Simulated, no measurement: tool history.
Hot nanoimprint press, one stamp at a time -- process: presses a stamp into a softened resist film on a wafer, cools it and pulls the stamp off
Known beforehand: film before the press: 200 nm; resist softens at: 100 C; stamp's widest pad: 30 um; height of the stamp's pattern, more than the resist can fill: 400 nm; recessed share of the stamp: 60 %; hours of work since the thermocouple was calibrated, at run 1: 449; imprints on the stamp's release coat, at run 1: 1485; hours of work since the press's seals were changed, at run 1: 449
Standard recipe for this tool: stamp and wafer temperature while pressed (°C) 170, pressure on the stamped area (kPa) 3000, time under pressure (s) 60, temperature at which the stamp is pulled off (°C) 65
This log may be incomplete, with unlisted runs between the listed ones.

| run | hour | stamp and wafer temperature while pressed (°C) | pressure on the stamped area (kPa) | time under pressure (s) | temperature at which the stamp is pulled off (°C) | hours of work since the thermocouple was calibrated | imprints on the stamp's release coat | hours of work since the press's seals were changed | resist left under the stamp's widest pad (Å) | greatest force while the stamp is pulled off (N) |
|---|---|---|---|---|---|---|---|---|---|---|
| 1 | 0.0 | 170 | 3000 | 60 | 65 | 449 | 1485 | 449 | 1133 | 260 |
| 2 | 76.1 | 170 | 3220 | 60 | 65 | 499 | 1746 | 499 | 1079 | 273 |
|  | 134.8 | stamp cleaned and given a new release coat |
| 3 | 135.0 | 170 | 3220 | 60 | 65 | 534 | 1 | 534 | 1078 | 189 |
|  | 182.1 | plate thermocouple calibrated |
| 4 | 182.1 | 170 | 3220 | 60 | 65 | 0 | 152 | 563 | 1162 | 219 |
| 5 | 226.7 | 170 | 3220 | 60 | 65 | 29 | 305 | 592 | 1178 | 228 |
| 6 | 265.2 | 170 | 3000 | 60 | 65 | 55 | 437 | 617 | 1173 | 229 |
| 7 | 308.6 | 170 | 3410 | 60 | 65 | 83 | 586 | 646 | 1138 | 225 |
| 8 | 364.8 | 170 | 3410 | 60 | 65 | 120 | 780 | 682 | 1128 | 232 |
| 9 | 422.2 | 170 | 3410 | 60 | 65 | 157 | 977 | 720 | 1115 | 251 |
|  | 453.1 | press's hydraulic seals changed and the load cell set to zero |
| 10 | 478.0 | 170 | 3410 | 60 | 65 | 189 | 1141 | 16 | 1083 | 254 |
| 11 | 530.7 | 170 | 3410 | 60 | 65 | 223 | 1322 | 51 | 1098 | 255 |
| 12 | 605.1 | 170 | 3000 | 81 | 52 | 272 | 1577 | 100 | 1034 | 382 |
| 13 | 663.4 | 180 | 2500 | 86 | 54 | 310 | 1777 | 138 | 779 | 370 |
|  | 711.8 | stamp cleaned and given a new release coat |
| 14 | 718.9 | 165 | 4220 | 73 | 50 | 343 | 24 | 170 | 1091 | 293 |
| 15 | 755.3 | 165 | 4220 | 73 | 50 | 367 | 149 | 194 | 1082 | 315 |
| 16 | 814.7 | 165 | 4220 | 73 | 50 | 406 | 353 | 233 | 1099 | 313 |
| 17 | 883.7 | 174 | 3000 | 120 | 65 | 451 | 590 | 279 | 767 | 228 |
| 18 | 959.7 | 170 | 3000 | 70 | 63 | 501 | 851 | 328 | 1054 | 241 |
| 19 | 1036.0 | 166 | 3000 | 60 | 66 | 551 | 1113 | 378 | 1285 | 228 |
|  | 1057.5 | plate thermocouple calibrated |
| 20 | 1073.3 | 180 | 3000 | 60 | 65 | 10 | 1231 | 401 | 855 | 264 |
| 21 | 1136.1 | 170 | 2660 | 34 | 58 | 52 | 1447 | 442 | 1430 | 334 |
| 22 | 1212.8 | 170 | 2660 | 34 | 58 | 102 | 1710 | 492 | 1437 | 322 |

Predict each of these 3 candidate next runs independently; none follows another, all start after run 22:
| A | 1251.2 | 176 | 2110 | 72 | 65 | 127 | 1842 | 518 | ? | ? |
| B | 1251.2 | 173 | 2910 | 60 | 65 | 127 | 1842 | 518 | ? | ? |
| C | 1251.2 | 170 | 2660 | 34 | 65 | 127 | 1842 | 518 | ? | ? |

| run | resist left under the stamp's widest pad (Å) | greatest force while the stamp is pulled off (N) |
|---|---|---|
| A | 1089 | 283 |
| B | 1078 | 282 |
| C | 1434 | 279 |
Stripped of hidden state, with their random variation kept, the same runs would have yielded:
| run | resist left under the stamp's widest pad (Å) | greatest force while the stamp is pulled off (N) |
|---|---|---|
| A | 1096 | 208 |
| B | 1080 | 207 |
| C | 1439 | 205 |
